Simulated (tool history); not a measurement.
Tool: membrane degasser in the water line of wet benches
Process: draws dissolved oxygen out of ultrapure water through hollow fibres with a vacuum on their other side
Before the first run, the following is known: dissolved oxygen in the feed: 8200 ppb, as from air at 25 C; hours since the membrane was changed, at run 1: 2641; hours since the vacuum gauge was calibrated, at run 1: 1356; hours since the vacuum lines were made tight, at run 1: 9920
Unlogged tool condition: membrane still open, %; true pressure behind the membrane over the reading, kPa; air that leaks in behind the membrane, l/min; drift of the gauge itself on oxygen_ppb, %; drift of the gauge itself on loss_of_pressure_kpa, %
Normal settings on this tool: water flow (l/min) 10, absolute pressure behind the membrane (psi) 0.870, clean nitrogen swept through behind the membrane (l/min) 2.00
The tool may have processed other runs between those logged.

run,hour,water flow (l/min),absolute pressure behind the membrane (psi),clean nitrogen swept through behind the membrane (l/min),hours since the membrane was changed,hours since the vacuum gauge was calibrated,hours since the vacuum lines were made tight,dissolved oxygen in the water behind the degasser (ppb),pressure that the water loses in the fibres (psi)
1,0.0,10,0.870,2.00,2641,1356,9920,85.1,7.662
2,157.9,10,0.870,3.93,2799,1514,10078,70.6,7.664
3,378.9,10,0.870,2.90,3020,1735,10299,75.7,7.648
4,710.7,10,0.870,2.90,3352,2067,10631,76.1,7.674
5,900.9,13,0.870,2.90,3542,2257,10821,161.3,10.009
6,1088.7,13,0.870,2.90,3730,2445,11009,165.6,10.024
7,1375.6,13,0.870,2.90,4017,2732,11296,161.9,10.040
8,1719.1,10,0.870,1.89,4360,3075,11639,88.0,7.738
9,2063.1,10,0.870,1.89,4704,3419,11983,88.3,7.720
10,2238.4,10,0.870,1.89,4880,3595,12158,87.8,7.720
# hour 2375.5: seals of the vacuum lines changed
11,2513.5,15,0.870,1.89,5153,3868,138,253.2,11.642
12,2695.6,15,0.870,1.89,5335,4050,320,253.2,11.680
13,3028.0,10,0.870,2.00,5667,4382,653,86.7,7.774
14,3295.2,10,0.870,1.06,5934,4650,920,115.5,7.741
15,3583.0,10,2.131,2.00,6222,4937,1208,188.0,7.790
16,3737.9,10,0.870,2.00,6377,5092,1362,86.9,7.787
# hour 3757.1: vacuum gauge calibrated
17,3984.0,10,0.785,1.75,6623,227,1608,81.8,7.797
18,4240.6,10,0.785,1.75,6879,483,1865,83.7,7.796
19,4505.3,7,1.342,1.58,7144,748,2129,75.2,5.468
20,4669.3,11,0.870,2.00,7308,912,2293,111.2,8.583
21,4936.6,11,0.870,2.00,7575,1179,2561,109.4,8.644
22,5129.7,6,0.702,2.00,7768,1373,2754,16.5,4.743
23,5410.3,6,0.702,2.00,8049,1653,3034,16.5,4.702
24,5578.2,6,0.702,2.00,8217,1821,3202,16.7,4.746
25,5794.4,7,0.911,4.47,8433,2037,3418,22.3,5.506
26,6027.7,6,1.648,2.52,8666,2271,3652,52.1,4.740
# hour 6362.0: gauge calibrated
27,6367.7,9,1.648,2.52,9006,2611,3992,105.0,6.971
28,6636.4,10,0.608,1.51,9275,2879,4260,67.7,7.652
29,6950.2,8,0.870,4.00,9589,3193,4574,34.2,6.129
30,7308.9,8,0.870,4.00,9948,3552,4933,34.9,6.221
31,7640.5,13,0.870,2.00,10279,3883,5265,171.4,10.070

Below are 3 alternative next runs, each starting from the tool's condition after run 31. Predict each:
A,7838.1,15,0.870,2.00,10477,4081,5462,?,?
B,7838.1,10,0.960,2.00,10477,4081,5462,?,?
C,7838.1,10,0.870,3.53,10477,4081,5462,?,?

run,dissolved oxygen in the water behind the degasser (ppb),pressure that the water loses in the fibres (psi)
A,253.6,11.568
B,93.1,7.694
C,72.3,7.713
Without the tool's unlogged condition, the same runs would have read:
run,dissolved oxygen in the water behind the degasser (ppb),pressure that the water loses in the fibres (psi)
A,253.3,11.487
B,93.0,7.641
C,72.2,7.659
